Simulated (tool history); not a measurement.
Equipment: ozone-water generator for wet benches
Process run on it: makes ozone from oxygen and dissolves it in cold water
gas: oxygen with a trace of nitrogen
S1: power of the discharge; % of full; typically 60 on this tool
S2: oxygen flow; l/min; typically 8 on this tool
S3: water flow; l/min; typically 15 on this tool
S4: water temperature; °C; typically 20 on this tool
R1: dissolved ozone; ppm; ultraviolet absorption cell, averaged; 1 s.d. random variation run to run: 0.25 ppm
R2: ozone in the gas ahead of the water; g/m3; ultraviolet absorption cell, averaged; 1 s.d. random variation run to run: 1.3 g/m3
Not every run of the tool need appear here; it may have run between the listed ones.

Run 1, hour 0: usual settings. Result: R1 36.3 ppm, R2 232.8 g/m3.
Run 2, hour 92.9: usual settings. Result: R1 36.4 ppm, R2 231 g/m3.
Run 3, hour 145.7: usual settings but S1 53 % of full. Result: R1 32.2 ppm, R2 208 g/m3.
Run 4, hour 237.5: usual settings but S2 4.21 l/min. Result: R1 39.4 ppm, R2 334.5 g/m3.
Run 5, hour 285.4: usual settings but S2 4.21 l/min. Result: R1 39.5 ppm, R2 334.3 g/m3.
Run 6, hour 375.2: usual settings but S2 4.21 l/min. Result: R1 39.6 ppm, R2 336.4 g/m3.
Run 7, hour 462.6: usual settings but S2 4.21 l/min. Result: R1 39.8 ppm, R2 333.2 g/m3.
Run 8, hour 546.6: usual settings but S3 9 l/min. Result: R1 45.4 ppm, R2 230.6 g/m3.
Run 9, hour 609.8: usual settings. Result: R1 35.5 ppm, R2 229.9 g/m3.
Run 10, hour 709.9: usual settings. Result: R1 35.6 ppm, R2 228.1 g/m3.
Run 11, hour 763.7: usual settings but S4 14 °C. Result: R1 39.7 ppm, R2 227.7 g/m3.
Run 12, hour 842.4: usual settings but S4 14 °C. Result: R1 39.4 ppm, R2 228.9 g/m3.
Run 13, hour 897.7: usual settings but S4 14 °C. Result: R1 39.9 ppm, R2 228 g/m3.
At hour 955.6: contactor cleaned.
Run 14, hour 966: usual settings but S1 63 % of full, S4 21 °C. Result: R1 38 ppm, R2 236.6 g/m3.
Run 15, hour 1016: usual settings but S2 12.18 l/min, S3 17 l/min, S4 24 °C. Result: R1 28.3 ppm, R2 178.9 g/m3.
Run 16, hour 1092.4: usual settings but S1 83 % of full, S2 14.14 l/min, S3 17 l/min, S4 13 °C. Result: R1 46.1 ppm, R2 219.3 g/m3.
Run 17, hour 1160.7: usual settings but S3 12 l/min. Result: R1 41.3 ppm, R2 228 g/m3.
Run 18, hour 1209: usual settings but S2 8.45 l/min, S3 12 l/min, S4 19 °C. Result: R1 40.8 ppm, R2 216.4 g/m3.
Run 19, hour 1277.9: usual settings but S3 13 l/min. Result: R1 39.3 ppm, R2 226.6 g/m3.
Run 20, hour 1329: usual settings but S1 50 % of full, S2 6.15 l/min, S3 9 l/min, S4 19 °C. Result: R1 42.8 ppm, R2 224 g/m3.

What will run 21 give?
Run 21, hour 1424.1: usual settings but S1 50 % of full, S2 12.99 l/min, S3 16 l/min, S4 19 °C. Result: R1 ?, R2 ?.

{"run 21": {"R1": 26.8, "R2": 146.1}}
Were there no unlogged condition in the tool, this run, its random variation unchanged, would have produced R1 28.4 ppm, R2 153.2 g/m3.
